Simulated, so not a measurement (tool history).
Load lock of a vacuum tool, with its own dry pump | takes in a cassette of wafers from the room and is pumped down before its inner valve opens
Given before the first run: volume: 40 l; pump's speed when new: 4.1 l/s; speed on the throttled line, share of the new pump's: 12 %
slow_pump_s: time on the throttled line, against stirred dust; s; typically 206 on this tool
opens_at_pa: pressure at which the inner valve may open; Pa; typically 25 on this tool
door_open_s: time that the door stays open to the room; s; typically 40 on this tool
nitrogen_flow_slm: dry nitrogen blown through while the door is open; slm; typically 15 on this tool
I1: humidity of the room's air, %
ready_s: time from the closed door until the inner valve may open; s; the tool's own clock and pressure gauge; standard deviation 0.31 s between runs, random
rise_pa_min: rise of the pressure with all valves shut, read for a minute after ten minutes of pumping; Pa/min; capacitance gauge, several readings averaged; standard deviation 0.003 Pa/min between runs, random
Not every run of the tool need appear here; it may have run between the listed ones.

run 1 hour=0.0 | slow_pump_s=206 opens_at_pa=25 door_open_s=40 nitrogen_flow_slm=15 | I1=43.4 | ready_s=268.6 rise_pa_min=0.034
run 2 hour=285.0 | slow_pump_s=206 opens_at_pa=25 door_open_s=40 nitrogen_flow_slm=15 | I1=46.3 | ready_s=268.9 rise_pa_min=0.041
run 3 hour=656.8 | slow_pump_s=206 opens_at_pa=25 door_open_s=40 nitrogen_flow_slm=15 | I1=43.8 | ready_s=269.2 rise_pa_min=0.035
run 4 hour=1096.9 | slow_pump_s=206 opens_at_pa=25 door_open_s=40 nitrogen_flow_slm=15 | I1=42.1 | ready_s=269.3 rise_pa_min=0.038
run 5 hour=1385.7 | slow_pump_s=206 opens_at_pa=25 door_open_s=40 nitrogen_flow_slm=15 | I1=43.9 | ready_s=269.6 rise_pa_min=0.038
-- hour=1447.2 dry pump taken out, an overhauled one fitted
run 6 hour=1606.1 | slow_pump_s=206 opens_at_pa=25 door_open_s=40 nitrogen_flow_slm=15 | I1=43.1 | ready_s=263.4 rise_pa_min=0.042
run 7 hour=1818.3 | slow_pump_s=206 opens_at_pa=20 door_open_s=40 nitrogen_flow_slm=15 | I1=46.6 | ready_s=266.7 rise_pa_min=0.039
run 8 hour=2141.1 | slow_pump_s=206 opens_at_pa=20 door_open_s=40 nitrogen_flow_slm=15 | I1=48.1 | ready_s=266.8 rise_pa_min=0.042
run 9 hour=2446.0 | slow_pump_s=206 opens_at_pa=20 door_open_s=40 nitrogen_flow_slm=15 | I1=45.3 | ready_s=266.8 rise_pa_min=0.038
run 10 hour=2853.0 | slow_pump_s=206 opens_at_pa=25 door_open_s=40 nitrogen_flow_slm=15 | I1=45.3 | ready_s=264.7 rise_pa_min=0.041
run 11 hour=3120.3 | slow_pump_s=206 opens_at_pa=25 door_open_s=40 nitrogen_flow_slm=15 | I1=44.7 | ready_s=265.0 rise_pa_min=0.044
run 12 hour=3451.3 | slow_pump_s=206 opens_at_pa=25 door_open_s=40 nitrogen_flow_slm=15 | I1=42.0 | ready_s=265.1 rise_pa_min=0.039
run 13 hour=3881.2 | slow_pump_s=175 opens_at_pa=25 door_open_s=40 nitrogen_flow_slm=15 | I1=45.1 | ready_s=238.6 rise_pa_min=0.046
run 14 hour=4301.4 | slow_pump_s=206 opens_at_pa=23 door_open_s=40 nitrogen_flow_slm=15 | I1=42.9 | ready_s=266.4 rise_pa_min=0.045
run 15 hour=4647.0 | slow_pump_s=206 opens_at_pa=23 door_open_s=41 nitrogen_flow_slm=15 | I1=42.7 | ready_s=267.3 rise_pa_min=0.046
run 16 hour=4968.1 | slow_pump_s=206 opens_at_pa=25 door_open_s=40 nitrogen_flow_slm=15 | I1=44.1 | ready_s=265.8 rise_pa_min=0.047
run 17 hour=5397.4 | slow_pump_s=164 opens_at_pa=25 door_open_s=40 nitrogen_flow_slm=15 | I1=44.5 | ready_s=229.4 rise_pa_min=0.041
run 18 hour=5664.7 | slow_pump_s=164 opens_at_pa=25 door_open_s=40 nitrogen_flow_slm=29 | I1=45.3 | ready_s=229.7 rise_pa_min=0.035
run 19 hour=6017.1 | slow_pump_s=156 opens_at_pa=25 door_open_s=40 nitrogen_flow_slm=15 | I1=44.1 | ready_s=222.9 rise_pa_min=0.052
run 20 hour=6402.0 | slow_pump_s=206 opens_at_pa=34 door_open_s=40 nitrogen_flow_slm=8 | I1=45.5 | ready_s=264.0 rise_pa_min=0.058
run 21 hour=6807.4 | slow_pump_s=155 opens_at_pa=23 door_open_s=152 nitrogen_flow_slm=6 | I1=46.8 | ready_s=223.6 rise_pa_min=0.116
run 22 hour=7253.6 | slow_pump_s=155 opens_at_pa=23 door_open_s=152 nitrogen_flow_slm=6 | I1=40.6 | ready_s=224.1 rise_pa_min=0.104
run 23 hour=7512.9 | slow_pump_s=357 opens_at_pa=30 door_open_s=152 nitrogen_flow_slm=6 | I1=48.4 | ready_s=396.8 rise_pa_min=0.115

Predict the results of run 24:
run 24 hour=7737.9 | slow_pump_s=206 opens_at_pa=25 door_open_s=188 nitrogen_flow_slm=15 | I1=43.8 | ready_s=? rise_pa_min=?

Run 24 yielded ready_s 268.6 s, rise_pa_min 0.094 Pa/min.
The same run, on a tool lacking any hidden state, would have yielded ready_s 263.9 s, rise_pa_min 0.073 Pa/min.

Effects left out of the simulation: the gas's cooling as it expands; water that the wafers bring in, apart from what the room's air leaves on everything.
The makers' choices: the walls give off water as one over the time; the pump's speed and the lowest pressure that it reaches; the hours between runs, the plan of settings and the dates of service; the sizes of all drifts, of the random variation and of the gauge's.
